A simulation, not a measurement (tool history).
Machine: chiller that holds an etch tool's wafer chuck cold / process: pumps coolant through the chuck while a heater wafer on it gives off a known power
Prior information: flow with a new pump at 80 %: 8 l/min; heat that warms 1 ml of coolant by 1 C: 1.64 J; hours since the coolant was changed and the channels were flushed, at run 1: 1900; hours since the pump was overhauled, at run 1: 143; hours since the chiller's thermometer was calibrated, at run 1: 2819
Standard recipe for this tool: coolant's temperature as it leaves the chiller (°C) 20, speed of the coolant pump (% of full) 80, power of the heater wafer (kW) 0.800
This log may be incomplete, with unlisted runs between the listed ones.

run	hour	coolant's temperature as it leaves the chiller (°C)	speed of the coolant pump (% of full)	power of the heater wafer (kW)	hours since the coolant was changed and the channels were flushed	hours since the pump was overhauled	hours since the chiller's thermometer was calibrated	chuck's temperature once it has settled (°C)	how much warmer the coolant comes back (C)
1	0.0	20	80	0.800	1900	143	2819	27.7	3.64
2	54.8	20	80	0.800	1955	198	2874	27.7	3.65
3	109.9	20	80	0.503	2010	253	2929	25.0	2.33
4	164.1	20	80	0.474	2064	307	2984	24.5	2.18
5	222.1	20	80	0.800	2122	365	3042	27.8	3.74
6	322.6	20	80	0.490	2222	465	3142	24.9	2.29
7	406.2	20	80	0.490	2306	549	3226	25.0	2.25
8	509.0	20	80	0.490	2409	652	3329	24.8	2.36
9	589.2	20	80	0.756	2489	732	3409	27.6	3.56
10	668.3	20	80	0.756	2568	811	3488	27.8	3.59
11	771.7	20	69	0.756	2672	915	3591	28.6	4.18
12	826.4	20	69	0.756	2726	969	3646	28.5	4.17
13	869.9	20	80	0.756	2770	1013	3689	27.9	3.55
14	962.3	20	80	0.756	2862	1105	3782	27.9	3.57
15	1059.4	20	80	0.756	2959	1202	3879	28.0	3.59
16	1127.9	20	80	0.756	3028	1271	3947	27.9	3.57
17	1223.6	20	80	0.756	3124	1367	4043	27.9	3.59
18	1311.2	18	83	0.733	3211	1454	4131	25.6	3.43
19	1394.2	11	94	0.800	3294	1537	4214	18.7	3.22
20	1455.2	10	89	0.845	3355	1598	4275	18.4	3.66
# hour 1522.8: coolant changed, channels flushed
21	1537.1	10	89	0.845	14	1674	4351	17.5	3.67
22	1584.4	20	80	1.073	62	1721	4398	30.1	5.23
23	1641.4	12	80	0.583	119	1778	4455	17.9	2.88
24	1704.6	25	62	0.689	182	1841	4518	33.0	4.40
25	1789.1	25	62	0.689	266	1926	4603	33.0	4.39
26	1861.6	27	87	0.689	339	1999	4675	33.4	3.08
27	1913.4	15	77	0.418	391	2050	4727	19.3	2.14
28	1989.6	15	83	0.418	467	2127	4803	19.4	1.99
29	2088.7	23	74	0.800	566	2226	4902	31.2	4.32
30	2135.5	23	74	0.800	613	2272	4949	31.4	4.38
31	2187.2	20	81	0.415	664	2324	5001	24.4	2.03

What if the next run were any one of these 3? Each begins from the tool's condition after run 31:
A	2263.0	26	79	0.928	740	2400	5077	?	?
B	2263.0	26	73	0.635	740	2400	5077	?	?
C	2263.0	20	69	1.138	740	2400	5077	?	?

run	chuck's temperature once it has settled (°C)	how much warmer the coolant comes back (C)
A	35.3	4.70
B	32.9	3.52
C	32.4	6.51
Had the tool no hidden state, the same runs would have come out as:
run	chuck's temperature once it has settled (°C)	how much warmer the coolant comes back (C)
A	34.1	4.32
B	31.9	3.24
C	31.0	5.97
